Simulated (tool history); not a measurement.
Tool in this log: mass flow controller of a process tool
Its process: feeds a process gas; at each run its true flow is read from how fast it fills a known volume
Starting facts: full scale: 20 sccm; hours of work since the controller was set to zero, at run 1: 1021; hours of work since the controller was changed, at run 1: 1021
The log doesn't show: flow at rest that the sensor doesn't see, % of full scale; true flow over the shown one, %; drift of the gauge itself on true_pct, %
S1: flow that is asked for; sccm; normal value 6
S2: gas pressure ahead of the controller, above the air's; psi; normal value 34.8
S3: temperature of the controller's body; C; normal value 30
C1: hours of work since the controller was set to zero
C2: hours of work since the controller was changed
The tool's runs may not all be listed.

run 1 hour=0.0 | S1=6 S2=34.8 S3=30 | C1=1021 C2=1021 | true_flow_(%)=99.92
run 2 hour=141.1 | S1=6 S2=34.8 S3=30 | C1=1094 C2=1094 | true_flow_(%)=99.90
run 3 hour=277.3 | S1=6 S2=34.8 S3=28 | C1=1164 C2=1164 | true_flow_(%)=100.02
run 4 hour=359.1 | S1=6 S2=34.8 S3=28 | C1=1206 C2=1206 | true_flow_(%)=100.08
run 5 hour=439.7 | S1=6 S2=34.8 S3=30 | C1=1248 C2=1248 | true_flow_(%)=100.02
run 6 hour=508.3 | S1=6 S2=34.8 S3=30 | C1=1283 C2=1283 | true_flow_(%)=99.90
run 7 hour=646.4 | S1=6 S2=34.8 S3=39 | C1=1354 C2=1354 | true_flow_(%)=99.48
run 8 hour=714.9 | S1=6 S2=34.8 S3=39 | C1=1390 C2=1390 | true_flow_(%)=99.57
run 9 hour=795.5 | S1=2 S2=22.5 S3=28 | C1=1431 C2=1431 | true_flow_(%)=103.09
run 10 hour=860.4 | S1=4 S2=26.3 S3=26 | C1=1465 C2=1465 | true_flow_(%)=101.15
run 11 hour=932.0 | S1=4 S2=26.3 S3=26 | C1=1502 C2=1502 | true_flow_(%)=101.29
run 12 hour=1075.5 | S1=4 S2=31.8 S3=20 | C1=1576 C2=1576 | true_flow_(%)=101.53
run 13 hour=1215.7 | S1=4 S2=31.8 S3=20 | C1=1648 C2=1648 | true_flow_(%)=101.61
run 14 hour=1347.8 | S1=4 S2=31.8 S3=20 | C1=1716 C2=1716 | true_flow_(%)=101.50
run 15 hour=1423.3 | S1=3 S2=25.8 S3=27 | C1=1755 C2=1755 | true_flow_(%)=102.05
run 16 hour=1506.9 | S1=4 S2=34.2 S3=40 | C1=1798 C2=1798 | true_flow_(%)=100.51

4 options for the next run, each taken on its own from the tool as it stands now. Forecast them:
run A hour=1653.4 | S1=3 S2=33.8 S3=27 | C1=1874 C2=1874 | true_flow_(%)=?
run B hour=1653.4 | S1=4 S2=24.7 S3=24 | C1=1874 C2=1874 | true_flow_(%)=?
run C hour=1653.4 | S1=19 S2=37.6 S3=23 | C1=1874 C2=1874 | true_flow_(%)=?
run D hour=1653.4 | S1=3 S2=30.7 S3=30 | C1=1874 C2=1874 | true_flow_(%)=?

run=A true_flow_(%)=102.13
run=B true_flow_(%)=101.70
run=C true_flow_(%)=99.95
run=D true_flow_(%)=102.09
What these runs would have given with no unlogged condition in the tool:
run=A true_flow_(%)=99.29
run=B true_flow_(%)=99.73
run=C true_flow_(%)=100.05
run=D true_flow_(%)=99.25
